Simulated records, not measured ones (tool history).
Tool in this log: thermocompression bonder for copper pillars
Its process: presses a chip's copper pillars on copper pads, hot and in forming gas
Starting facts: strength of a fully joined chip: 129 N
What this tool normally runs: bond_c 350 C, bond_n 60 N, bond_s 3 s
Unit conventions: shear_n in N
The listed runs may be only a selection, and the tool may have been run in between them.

run 1 hour=0 | bond_c=350 bond_n=60 bond_s=3 | shear_n=59.1
run 2 hour=12.2 | bond_c=350 bond_n=60 bond_s=3 | shear_n=59.2
run 3 hour=22.2 | bond_c=364 bond_n=60 bond_s=3 | shear_n=65.4
run 4 hour=32.1 | bond_c=364 bond_n=60 bond_s=3 | shear_n=65.6
run 5 hour=40 | bond_c=364 bond_n=60 bond_s=3 | shear_n=65.7
run 6 hour=52 | bond_c=350 bond_n=70 bond_s=3 | shear_n=68.1
run 7 hour=62.1 | bond_c=350 bond_n=70 bond_s=3 | shear_n=68.2
run 8 hour=70.7 | bond_c=350 bond_n=70 bond_s=3 | shear_n=67.7
run 9 hour=79.1 | bond_c=350 bond_n=70 bond_s=3 | shear_n=68.5
run 10 hour=85.6 | bond_c=347 bond_n=70 bond_s=3 | shear_n=66.5
run 11 hour=96.2 | bond_c=327 bond_n=60 bond_s=3 | shear_n=49.3
run 12 hour=102.4 | bond_c=350 bond_n=60 bond_s=3 | shear_n=59.4
run 13 hour=114.8 | bond_c=350 bond_n=44 bond_s=3 | shear_n=44
run 14 hour=123.6 | bond_c=350 bond_n=44 bond_s=2 | shear_n=37
run 15 hour=131.5 | bond_c=350 bond_n=44 bond_s=2 | shear_n=37
run 16 hour=145.7 | bond_c=350 bond_n=44 bond_s=2 | shear_n=37.2
run 17 hour=159.6 | bond_c=350 bond_n=44 bond_s=2 | shear_n=36.9
run 18 hour=168.6 | bond_c=350 bond_n=44 bond_s=2 | shear_n=37.5
run 19 hour=181.2 | bond_c=350 bond_n=44 bond_s=2 | shear_n=37.1
run 20 hour=195.7 | bond_c=350 bond_n=44 bond_s=2 | shear_n=37.1
-- hour=199.9 forming gas filter changed
run 21 hour=210.4 | bond_c=331 bond_n=44 bond_s=8 | shear_n=59.3
run 22 hour=216.3 | bond_c=331 bond_n=44 bond_s=8 | shear_n=59
run 23 hour=226.4 | bond_c=361 bond_n=78 bond_s=2 | shear_n=76
run 24 hour=235.9 | bond_c=332 bond_n=85 bond_s=8 | shear_n=98.6
run 25 hour=244.3 | bond_c=332 bond_n=37 bond_s=4 | shear_n=37.8
run 26 hour=255.8 | bond_c=369 bond_n=60 bond_s=3 | shear_n=72.6
run 27 hour=264.4 | bond_c=347 bond_n=55 bond_s=4 | shear_n=63.9
run 28 hour=270.3 | bond_c=350 bond_n=80 bond_s=4 | shear_n=88.4
run 29 hour=277.4 | bond_c=350 bond_n=80 bond_s=4 | shear_n=88.2
run 30 hour=290.2 | bond_c=350 bond_n=80 bond_s=4 | shear_n=88.1
run 31 hour=298.5 | bond_c=350 bond_n=40 bond_s=6 | shear_n=55.7
run 32 hour=311.3 | bond_c=345 bond_n=60 bond_s=2 | shear_n=53.6
run 33 hour=319.7 | bond_c=335 bond_n=37 bond_s=8 | shear_n=51
run 34 hour=330.1 | bond_c=335 bond_n=55 bond_s=8 | shear_n=73.7
run 35 hour=336.4 | bond_c=363 bond_n=55 bond_s=2 | shear_n=56.3
run 36 hour=346.4 | bond_c=363 bond_n=55 bond_s=2 | shear_n=56.6
run 37 hour=355.5 | bond_c=350 bond_n=62 bond_s=3 | shear_n=65.8
run 38 hour=367.2 | bond_c=344 bond_n=62 bond_s=3 | shear_n=62.9
run 39 hour=381.4 | bond_c=371 bond_n=39 bond_s=3 | shear_n=49.5
run 40 hour=394.2 | bond_c=349 bond_n=86 bond_s=3 | shear_n=85.4

Consider 4 possible next runs. They are alternatives, not a sequence: every one starts from the tool as it was left by run 40. What does each give?
run A hour=407 | bond_c=349 bond_n=60 bond_s=2 | shear_n=?
run B hour=407 | bond_c=367 bond_n=74 bond_s=4 | shear_n=?
run C hour=407 | bond_c=356 bond_n=60 bond_s=3 | shear_n=?
run D hour=407 | bond_c=375 bond_n=86 bond_s=3 | shear_n=?

run=A shear_n=55.9
run=B shear_n=90.8
run=C shear_n=66.3
run=D shear_n=96.9
Without the tool's unlogged condition, the same runs would have read:
run=A shear_n=52.3
run=B shear_n=87.6
run=C shear_n=62.5
run=D shear_n=94.1

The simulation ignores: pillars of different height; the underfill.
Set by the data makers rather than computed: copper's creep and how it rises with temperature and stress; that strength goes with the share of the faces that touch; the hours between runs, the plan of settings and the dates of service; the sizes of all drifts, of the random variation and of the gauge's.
